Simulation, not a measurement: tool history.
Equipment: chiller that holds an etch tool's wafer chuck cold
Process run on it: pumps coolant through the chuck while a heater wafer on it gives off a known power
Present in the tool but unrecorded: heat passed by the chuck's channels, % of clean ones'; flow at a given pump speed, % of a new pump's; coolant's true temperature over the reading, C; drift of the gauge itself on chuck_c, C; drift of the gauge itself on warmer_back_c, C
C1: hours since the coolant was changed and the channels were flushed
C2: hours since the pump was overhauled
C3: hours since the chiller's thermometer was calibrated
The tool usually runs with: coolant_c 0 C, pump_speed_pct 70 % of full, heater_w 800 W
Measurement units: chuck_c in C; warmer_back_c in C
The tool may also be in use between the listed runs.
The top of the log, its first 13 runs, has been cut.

Run 14, hour 1044.4: usual settings but pump_speed_pct 72 % of full; C1 727; C2 2990; C3 1038. Result: chuck_c 7.1 C, warmer_back_c 3.49 C.
Run 15, hour 1100.6: usual settings; C1 783; C2 3046; C3 1095. Result: chuck_c 7.1 C, warmer_back_c 3.63 C.
Run 16, hour 1180.5: usual settings; C1 863; C2 3126; C3 1175. Result: chuck_c 7.2 C, warmer_back_c 3.68 C.
Run 17, hour 1247.8: usual settings; C1 930; C2 3194; C3 1242. Result: chuck_c 7.2 C, warmer_back_c 3.62 C.
Run 18, hour 1363.8: usual settings but coolant_c 2 C, pump_speed_pct 82 % of full; C1 1046; C2 3310; C3 1358. Result: chuck_c 8.4 C, warmer_back_c 3.13 C.
Run 19, hour 1448.7: usual settings but coolant_c 2 C, pump_speed_pct 82 % of full; C1 1131; C2 3395; C3 1443. Result: chuck_c 8.5 C, warmer_back_c 3.09 C.
Run 20, hour 1559.2: usual settings but coolant_c 2 C, pump_speed_pct 82 % of full; C1 1242; C2 3505; C3 1553. Result: chuck_c 8.3 C, warmer_back_c 3.09 C.
Run 21, hour 1636.1: usual settings but coolant_c -8 C, pump_speed_pct 73 % of full, heater_w 1075 W; C1 1319; C2 3582; C3 1630. Result: chuck_c 1.8 C, warmer_back_c 4.77 C.
Run 22, hour 1751.0: usual settings but coolant_c -1 C; C1 1433; C2 3697; C3 1745. Result: chuck_c 6.4 C, warmer_back_c 3.68 C.
Run 23, hour 1821.3: usual settings but coolant_c -1 C; C1 1504; C2 3767; C3 1815. Result: chuck_c 6.7 C, warmer_back_c 3.74 C.
Run 24, hour 1915.8: usual settings but coolant_c -4 C, pump_speed_pct 68 % of full, heater_w 570 W; C1 1598; C2 3862; C3 1910. Result: chuck_c 1.4 C, warmer_back_c 2.72 C.
Run 25, hour 2020.0: usual settings but coolant_c 6 C, pump_speed_pct 65 % of full, heater_w 1198 W; C1 1703; C2 3966; C3 2014. Result: chuck_c 18.7 C, warmer_back_c 6.03 C.
Run 26, hour 2120.1: usual settings but pump_speed_pct 84 % of full, heater_w 1083 W; C1 1803; C2 4066; C3 2114. Result: chuck_c 8.8 C, warmer_back_c 4.23 C.

Run 27 comes next. What will it give?
Run 27, hour 2230.3: usual settings but pump_speed_pct 84 % of full, heater_w 1083 W; C1 1913; C2 4176; C3 2224. Result: chuck_c ?, warmer_back_c ?.

Run 27 measured chuck_c 8.9 C, warmer_back_c 4.27 C.
With no hidden state in the tool, this same run would have given chuck_c 7.5 C, warmer_back_c 3.72 C.
